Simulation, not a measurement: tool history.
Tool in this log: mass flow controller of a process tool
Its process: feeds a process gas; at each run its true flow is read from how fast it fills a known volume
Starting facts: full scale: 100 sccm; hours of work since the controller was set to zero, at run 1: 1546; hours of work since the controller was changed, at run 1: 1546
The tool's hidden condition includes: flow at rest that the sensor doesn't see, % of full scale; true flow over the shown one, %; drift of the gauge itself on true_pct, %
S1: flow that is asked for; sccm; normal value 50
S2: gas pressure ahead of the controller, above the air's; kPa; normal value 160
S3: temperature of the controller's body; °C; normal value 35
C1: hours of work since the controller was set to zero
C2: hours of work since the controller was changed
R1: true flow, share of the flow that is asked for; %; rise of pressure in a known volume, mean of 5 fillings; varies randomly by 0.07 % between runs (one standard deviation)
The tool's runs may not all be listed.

{"run": 1, "hour": 0.0, "S1": 50, "S2": 160, "S3": 35, "C1": 1546, "C2": 1546, "R1": 98.78}
{"run": 2, "hour": 312.4, "S1": 19, "S2": 160, "S3": 35, "C1": 1791, "C2": 1791, "R1": 98.01}
{"run": 3, "hour": 572.6, "S1": 50, "S2": 160, "S3": 30, "C1": 1995, "C2": 1995, "R1": 98.66}
{"run": 4, "hour": 810.3, "S1": 50, "S2": 160, "S3": 35, "C1": 2181, "C2": 2181, "R1": 98.16}
{"run": 5, "hour": 1045.7, "S1": 50, "S2": 160, "S3": 35, "C1": 2365, "C2": 2365, "R1": 98.24}
{"run": 6, "hour": 1179.6, "S1": 50, "S2": 160, "S3": 22, "C1": 2470, "C2": 2470, "R1": 98.92}
{"run": 7, "hour": 1451.3, "S1": 50, "S2": 157, "S3": 35, "C1": 2683, "C2": 2683, "R1": 98.09}
{"run": 8, "hour": 1670.1, "S1": 50, "S2": 160, "S3": 35, "C1": 2854, "C2": 2854, "R1": 97.92}
{"run": 9, "hour": 1946.0, "S1": 50, "S2": 160, "S3": 35, "C1": 3070, "C2": 3070, "R1": 97.8}
{"run": 10, "hour": 2167.4, "S1": 50, "S2": 160, "S3": 35, "C1": 3243, "C2": 3243, "R1": 97.63}
{"run": 11, "hour": 2454.4, "S1": 75, "S2": 160, "S3": 35, "C1": 3468, "C2": 3468, "R1": 97.92}
{"run": 12, "hour": 2636.8, "S1": 75, "S2": 160, "S3": 35, "C1": 3611, "C2": 3611, "R1": 97.82}
{"run": 13, "hour": 2813.7, "S1": 50, "S2": 160, "S3": 35, "C1": 3749, "C2": 3749, "R1": 97.28}
{"run": 14, "hour": 2994.4, "S1": 50, "S2": 160, "S3": 39, "C1": 3891, "C2": 3891, "R1": 97.07}
{"run": 15, "hour": 3234.4, "S1": 50, "S2": 160, "S3": 39, "C1": 4079, "C2": 4079, "R1": 96.99}
{"run": 16, "hour": 3434.9, "S1": 50, "S2": 160, "S3": 35, "C1": 4236, "C2": 4236, "R1": 96.98}
{"run": 17, "hour": 3592.0, "S1": 50, "S2": 160, "S3": 35, "C1": 4359, "C2": 4359, "R1": 97}
{"run": 18, "hour": 3874.7, "S1": 50, "S2": 160, "S3": 35, "C1": 4580, "C2": 4580, "R1": 96.71}
{"run": 19, "hour": 4046.7, "S1": 50, "S2": 160, "S3": 35, "C1": 4715, "C2": 4715, "R1": 96.63}
{"run": 20, "hour": 4201.0, "S1": 50, "S2": 160, "S3": 35, "C1": 4836, "C2": 4836, "R1": 96.77}
{"run": 21, "hour": 4391.9, "S1": 50, "S2": 160, "S3": 35, "C1": 4985, "C2": 4985, "R1": 96.7}
{"run": 22, "hour": 4543.7, "S1": 50, "S2": 160, "S3": 35, "C1": 5104, "C2": 5104, "R1": 96.49}
{"run": 23, "hour": 4673.8, "S1": 50, "S2": 160, "S3": 35, "C1": 5206, "C2": 5206, "R1": 96.45}
{"run": 24, "hour": 4939.3, "S1": 48, "S2": 151, "S3": 23, "C1": 5414, "C2": 5414, "R1": 97.17}
{"run": 25, "hour": 5138.3, "S1": 48, "S2": 151, "S3": 23, "C1": 5569, "C2": 5569, "R1": 96.97}
{"run": 26, "hour": 5418.3, "S1": 100, "S2": 209, "S3": 24, "C1": 5789, "C2": 5789, "R1": 97.45}
{"run": 27, "hour": 5674.7, "S1": 100, "S2": 209, "S3": 24, "C1": 5989, "C2": 5989, "R1": 97.26}
{"run": 28, "hour": 5822.5, "S1": 90, "S2": 220, "S3": 24, "C1": 6105, "C2": 6105, "R1": 96.99}
{"run": 29, "hour": 5988.9, "S1": 90, "S2": 196, "S3": 38, "C1": 6235, "C2": 6235, "R1": 96.18}
{"hour": 6117.3, "done": "gauge calibrated"}
{"run": 30, "hour": 6268.7, "S1": 90, "S2": 196, "S3": 38, "C1": 6454, "C2": 6454, "R1": 98.88}
{"run": 31, "hour": 6441.3, "S1": 25, "S2": 176, "S3": 30, "C1": 6590, "C2": 6590, "R1": 98.5}
{"run": 32, "hour": 6613.1, "S1": 25, "S2": 176, "S3": 30, "C1": 6724, "C2": 6724, "R1": 98.4}
{"run": 33, "hour": 6747.6, "S1": 54, "S2": 153, "S3": 22, "C1": 6829, "C2": 6829, "R1": 99.31}
{"run": 34, "hour": 6894.3, "S1": 77, "S2": 220, "S3": 35, "C1": 6944, "C2": 6944, "R1": 98.54}
{"run": 35, "hour": 7104.1, "S1": 77, "S2": 220, "S3": 21, "C1": 7109, "C2": 7109, "R1": 99.45}
{"run": 36, "hour": 7284.0, "S1": 26, "S2": 204, "S3": 21, "C1": 7249, "C2": 7249, "R1": 98.55}
{"run": 37, "hour": 7497.3, "S1": 46, "S2": 166, "S3": 21, "C1": 7416, "C2": 7416, "R1": 98.87}
{"run": 38, "hour": 7622.4, "S1": 22, "S2": 160, "S3": 33, "C1": 7514, "C2": 7514, "R1": 97.69}
{"run": 39, "hour": 7758.7, "S1": 11, "S2": 227, "S3": 26, "C1": 7621, "C2": 7621, "R1": 97.72}
{"run": 40, "hour": 7895.4, "S1": 15, "S2": 240, "S3": 21, "C1": 7728, "C2": 7728, "R1": 98.09}
{"run": 41, "hour": 8022.9, "S1": 25, "S2": 165, "S3": 29, "C1": 7828, "C2": 7828, "R1": 97.64}
{"run": 42, "hour": 8163.2, "S1": 25, "S2": 160, "S3": 30, "C1": 7938, "C2": 7938, "R1": 97.74}
{"run": 43, "hour": 8414.1, "S1": 91, "S2": 222, "S3": 30, "C1": 8134, "C2": 8134, "R1": 98.35}
{"hour": 8504.4, "done": "controller's zero set anew"}
{"run": 44, "hour": 8716.7, "S1": 50, "S2": 251, "S3": 33, "C1": 166, "C2": 8371, "R1": 97.29}

Predict each of these 4 candidate next runs independently; none follows another, all start after run 44:
{"run": "A", "hour": 9010.1, "S1": 50, "S2": 204, "S3": 21, "C1": 396, "C2": 8600, "R1": "?"}
{"run": "B", "hour": 9010.1, "S1": 29, "S2": 178, "S3": 35, "C1": 396, "C2": 8600, "R1": "?"}
{"run": "C", "hour": 9010.1, "S1": 12, "S2": 251, "S3": 28, "C1": 396, "C2": 8600, "R1": "?"}
{"run": "D", "hour": 9010.1, "S1": 94, "S2": 148, "S3": 21, "C1": 396, "C2": 8600, "R1": "?"}

run=A R1=98.22
run=B R1=97.02
run=C R1=96.9
run=D R1=98.95
Had the tool no hidden state, the same runs would have come out as:
run=A R1=99.61
run=B R1=98.4
run=C R1=98.28
run=D R1=100.36
